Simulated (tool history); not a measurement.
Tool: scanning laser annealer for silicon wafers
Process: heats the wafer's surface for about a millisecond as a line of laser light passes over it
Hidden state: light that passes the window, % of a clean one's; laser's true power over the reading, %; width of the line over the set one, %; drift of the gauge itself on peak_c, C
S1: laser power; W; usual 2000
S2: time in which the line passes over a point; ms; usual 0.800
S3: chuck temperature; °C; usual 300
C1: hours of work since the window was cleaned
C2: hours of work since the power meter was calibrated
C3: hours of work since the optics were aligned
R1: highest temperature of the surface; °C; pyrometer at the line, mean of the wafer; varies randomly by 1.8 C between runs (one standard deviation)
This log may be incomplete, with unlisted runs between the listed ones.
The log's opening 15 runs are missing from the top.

| run | day | S1 | S2 | S3 | C1 | C2 | C3 | R1 |
|---|---|---|---|---|---|---|---|---|
|  | 14.167 | window over the wafer cleaned |
| 16 | 14.938 | 1864 | 0.800 | 300 | 12 | 695 | 178 | 979 |
| 17 | 16.208 | 1864 | 0.800 | 300 | 31 | 714 | 197 | 982 |
| 18 | 17.517 | 1865 | 0.800 | 300 | 52 | 734 | 218 | 983 |
| 19 | 18.488 | 2143 | 0.800 | 300 | 67 | 749 | 233 | 1093 |
| 20 | 19.692 | 2143 | 0.800 | 300 | 85 | 768 | 251 | 1090 |
| 21 | 20.746 | 2000 | 0.951 | 300 | 101 | 784 | 267 | 1105 |
| 22 | 21.346 | 1716 | 0.800 | 276 | 111 | 794 | 277 | 893 |
| 23 | 22.388 | 1716 | 0.800 | 276 | 127 | 810 | 293 | 893 |
| 24 | 23.542 | 1716 | 0.800 | 276 | 144 | 827 | 310 | 893 |
| 25 | 24.775 | 1957 | 0.923 | 276 | 163 | 846 | 329 | 1044 |
| 26 | 25.612 | 1912 | 0.846 | 300 | 176 | 859 | 342 | 1017 |
| 27 | 26.900 | 1912 | 0.846 | 300 | 196 | 879 | 362 | 1018 |
| 28 | 28.058 | 1912 | 0.846 | 300 | 214 | 897 | 380 | 1008 |
| 29 | 28.983 | 1955 | 0.868 | 260 | 228 | 911 | 394 | 996 |
| 30 | 29.975 | 1921 | 0.925 | 312 | 244 | 926 | 410 | 1062 |
| 31 | 31.175 | 1921 | 0.925 | 312 | 262 | 945 | 428 | 1061 |
| 32 | 31.721 | 2000 | 0.796 | 289 | 270 | 953 | 436 | 1010 |
| 33 | 32.700 | 1988 | 0.800 | 336 | 286 | 968 | 451 | 1058 |
| 34 | 33.500 | 1939 | 0.637 | 331 | 298 | 981 | 464 | 949 |
| 35 | 34.379 | 1939 | 0.637 | 331 | 311 | 994 | 477 | 948 |
| 36 | 35.642 | 1939 | 0.637 | 331 | 331 | 1014 | 497 | 947 |
| 37 | 36.500 | 2080 | 0.958 | 305 | 344 | 1027 | 510 | 1134 |
| 38 | 37.233 | 1728 | 0.922 | 266 | 355 | 1038 | 521 | 928 |

Here are 5 independent what-if runs from the current tool condition. What would each one return?
| A | 38.000 | 1728 | 0.978 | 266 | 367 | 1050 | 533 | ? |
| B | 38.000 | 1728 | 0.853 | 266 | 367 | 1050 | 533 | ? |
| C | 38.000 | 1791 | 0.922 | 266 | 367 | 1050 | 533 | ? |
| D | 38.000 | 2109 | 0.800 | 260 | 367 | 1050 | 533 | ? |
| E | 38.000 | 2131 | 0.733 | 266 | 367 | 1050 | 533 | ? |

| run | R1 |
|---|---|
| A | 947 |
| B | 901 |
| C | 950 |
| D | 1020 |
| E | 1001 |
What these runs would have given with no unlogged condition in the tool:
| run | R1 |
|---|---|
| A | 969 |
| B | 921 |
| C | 971 |
| D | 1044 |
| E | 1025 |
